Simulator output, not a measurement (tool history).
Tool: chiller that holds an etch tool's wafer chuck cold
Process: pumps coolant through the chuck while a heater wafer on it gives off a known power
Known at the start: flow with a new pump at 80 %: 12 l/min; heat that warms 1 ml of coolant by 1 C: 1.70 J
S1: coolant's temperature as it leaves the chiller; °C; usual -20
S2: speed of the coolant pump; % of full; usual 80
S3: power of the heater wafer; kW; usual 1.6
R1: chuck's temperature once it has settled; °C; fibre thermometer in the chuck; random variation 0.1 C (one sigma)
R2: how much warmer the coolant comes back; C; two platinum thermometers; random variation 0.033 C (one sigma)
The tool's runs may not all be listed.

run	day	S1	S2	S3	R1	R2
1	0	-20	80	1.6	-9.8	4.69
# day 0.375: chiller's thermometer calibrated
2	1.108	-20	80	1.6	-10.1	4.66
3	1.983	-20	80	1.6	-9.8	4.72
4	2.992	-20	80	1.6	-10	4.72
5	4.254	-20	80	1.6	-9.8	4.69
6	6.062	-20	80	1.6	-9.7	4.75
7	7.312	-20	80	1.6	-10	4.71
8	8.638	-20	83	1.6	-10.3	4.6
9	10.462	-20	83	1.6	-10.2	4.56
10	12.067	-28	80	1.6	-17.9	4.68
11	13.975	-28	80	1.6	-18.1	4.69
12	15.812	-28	80	1.6	-17.8	4.6
13	16.95	-28	80	1.6	-17.8	4.71
14	17.862	-28	80	1.6	-17.8	4.72
15	19.05	-28	80	1.6	-18	4.66
16	20.2	-28	80	1.6	-17.8	4.64

Forecast run 17:
17	21.492	-27	67	1.6	?	?

{"run 17": {"R1": -15, "R2": 5.73}}
Without the tool's hidden state the same run would have given R1 -15 °C, R2 5.73 C.
